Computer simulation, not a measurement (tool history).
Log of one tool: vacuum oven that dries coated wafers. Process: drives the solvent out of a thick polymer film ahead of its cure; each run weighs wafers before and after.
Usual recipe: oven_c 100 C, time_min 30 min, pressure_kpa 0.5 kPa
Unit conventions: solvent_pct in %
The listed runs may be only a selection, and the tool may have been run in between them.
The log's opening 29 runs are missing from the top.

run   hour  oven_c  time_min  pressure_kpa  solvent_pct
 30    344     106        26         0.796         1.77
 31  352.6     106        26         0.796         1.79
 32    368     106        26         0.796         1.75
 33  375.8     106        40          0.76         0.72
 34  385.3     102        21           0.5         3.98
 35  401.7     100        21         1.205         5.22
 36  413.5      95        34         0.392         3.94
 37  423.7     107        36         1.433         1.17
 38  431.6     107        36         1.433         1.17
 39  442.4      97        29         1.547         4.84
 40  450.2     100        18         1.854         6.56
 41  465.4     100        18         0.508         5.91

Forecast each of these 4 alternatives for the next run:
  A  480.8     102        18         1.572            ?
  B  480.8     100        24           0.5            ?
  C  480.8     100        51         1.957            ?
  D  480.8      93        41         0.762            ?

run  solvent_pct
  A         5.61
  B         4.13
  C         1.94
  D         3.94
With no hidden state in the tool, these same runs would have given:
run  solvent_pct
  A         5.36
  B         3.89
  C         1.82
  D          3.7
